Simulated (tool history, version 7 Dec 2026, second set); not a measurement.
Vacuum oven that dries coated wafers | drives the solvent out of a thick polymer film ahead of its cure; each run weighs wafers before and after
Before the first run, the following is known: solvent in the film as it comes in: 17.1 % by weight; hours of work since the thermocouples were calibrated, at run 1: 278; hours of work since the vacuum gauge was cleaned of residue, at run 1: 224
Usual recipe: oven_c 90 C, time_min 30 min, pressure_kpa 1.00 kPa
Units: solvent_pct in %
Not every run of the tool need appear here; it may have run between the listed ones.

| run | hour | oven_c | time_min | pressure_kpa | hours of work since the thermocouples were calibrated | hours of work since the vacuum gauge was cleaned of residue | solvent_pct |
|---|---|---|---|---|---|---|---|
| 1 | 0.0 | 90 | 30 | 1.00 | 278 | 224 | 4.11 |
| 2 | 12.6 | 90 | 18 | 1.00 | 287 | 234 | 6.60 |
| 3 | 26.9 | 90 | 18 | 1.00 | 299 | 245 | 6.62 |
| 4 | 35.1 | 90 | 18 | 1.00 | 305 | 252 | 6.58 |
| 5 | 47.6 | 90 | 25 | 1.00 | 315 | 261 | 4.98 |
| 6 | 64.9 | 90 | 30 | 3.58 | 329 | 275 | 4.94 |
| 7 | 72.6 | 90 | 30 | 3.58 | 335 | 281 | 4.94 |
| 8 | 86.6 | 90 | 30 | 1.00 | 346 | 292 | 4.10 |
| 9 | 95.6 | 90 | 30 | 1.00 | 353 | 299 | 4.09 |
| 10 | 102.9 | 90 | 21 | 1.00 | 358 | 305 | 5.84 |
| 11 | 117.1 | 97 | 30 | 1.00 | 370 | 316 | 2.49 |
| 12 | 128.0 | 97 | 30 | 1.00 | 378 | 325 | 2.51 |
| 13 | 142.3 | 97 | 30 | 1.00 | 389 | 336 | 2.48 |
| 14 | 156.3 | 97 | 30 | 1.28 | 400 | 347 | 2.57 |
| 15 | 167.2 | 97 | 30 | 1.28 | 409 | 355 | 2.55 |
| 16 | 178.9 | 90 | 30 | 1.00 | 418 | 365 | 4.10 |
| 17 | 188.3 | 90 | 30 | 1.00 | 426 | 372 | 4.09 |
| 18 | 202.5 | 90 | 30 | 1.00 | 437 | 383 | 4.11 |
| 19 | 213.4 | 90 | 30 | 1.00 | 445 | 392 | 4.08 |
| 20 | 226.5 | 90 | 30 | 1.00 | 456 | 402 | 4.08 |
| 21 | 243.6 | 84 | 30 | 1.00 | 469 | 416 | 5.68 |
| 22 | 258.4 | 84 | 30 | 1.00 | 481 | 427 | 5.69 |
| 23 | 271.8 | 84 | 30 | 1.00 | 491 | 438 | 5.66 |
| 24 | 279.0 | 84 | 30 | 1.00 | 497 | 443 | 5.69 |
| 25 | 287.1 | 97 | 30 | 2.55 | 503 | 450 | 2.90 |
|  | 290.3 | oven's thermocouples calibrated |
| 26 | 303.8 | 93 | 30 | 0.85 | 11 | 461 | 3.26 |
| 27 | 314.5 | 93 | 30 | 0.85 | 19 | 470 | 3.24 |
|  | 328.1 | oven's thermocouples calibrated, once more |
| 28 | 329.8 | 79 | 45 | 1.00 | 1 | 480 | 5.21 |
| 29 | 340.7 | 82 | 45 | 1.00 | 10 | 489 | 4.39 |
| 30 | 349.0 | 102 | 41 | 2.56 | 16 | 495 | 1.31 |
| 31 | 356.9 | 102 | 41 | 2.56 | 23 | 501 | 1.31 |
| 32 | 371.9 | 102 | 16 | 2.56 | 34 | 513 | 4.61 |
| 33 | 388.5 | 96 | 30 | 1.00 | 48 | 526 | 2.78 |
| 34 | 396.7 | 90 | 28 | 1.62 | 54 | 533 | 4.75 |
| 35 | 404.4 | 90 | 28 | 1.62 | 60 | 539 | 4.74 |
| 36 | 413.4 | 78 | 22 | 0.51 | 67 | 546 | 8.60 |
| 37 | 428.3 | 90 | 29 | 0.63 | 79 | 558 | 4.25 |
| 38 | 435.9 | 91 | 33 | 0.63 | 85 | 564 | 3.41 |
| 39 | 446.2 | 101 | 18 | 3.08 | 93 | 572 | 4.39 |
| 40 | 453.7 | 98 | 30 | 3.74 | 99 | 578 | 3.13 |
| 41 | 467.6 | 90 | 30 | 0.91 | 110 | 589 | 4.17 |
| 42 | 478.1 | 81 | 30 | 0.79 | 118 | 597 | 6.54 |
| 43 | 486.1 | 81 | 30 | 0.79 | 124 | 603 | 6.52 |
| 44 | 503.2 | 81 | 32 | 0.57 | 138 | 617 | 6.14 |
| 45 | 514.2 | 98 | 31 | 0.54 | 146 | 625 | 2.12 |
| 46 | 525.5 | 98 | 31 | 0.54 | 155 | 634 | 2.13 |
| 47 | 542.8 | 91 | 39 | 2.47 | 169 | 648 | 3.30 |

Branching from run 47: 3 alternative next runs. What would each branch give?
| A | 556.9 | 79 | 50 | 1.00 | 180 | 659 | ? |
| B | 556.9 | 89 | 38 | 3.77 | 180 | 659 | ? |
| C | 556.9 | 91 | 30 | 2.47 | 180 | 659 | ? |

| run | solvent_pct |
|---|---|
| A | 4.69 |
| B | 4.36 |
| C | 4.42 |
Had the tool no hidden state, the same runs would have come out as:
| run | solvent_pct |
|---|---|
| A | 4.57 |
| B | 4.27 |
| C | 4.35 |

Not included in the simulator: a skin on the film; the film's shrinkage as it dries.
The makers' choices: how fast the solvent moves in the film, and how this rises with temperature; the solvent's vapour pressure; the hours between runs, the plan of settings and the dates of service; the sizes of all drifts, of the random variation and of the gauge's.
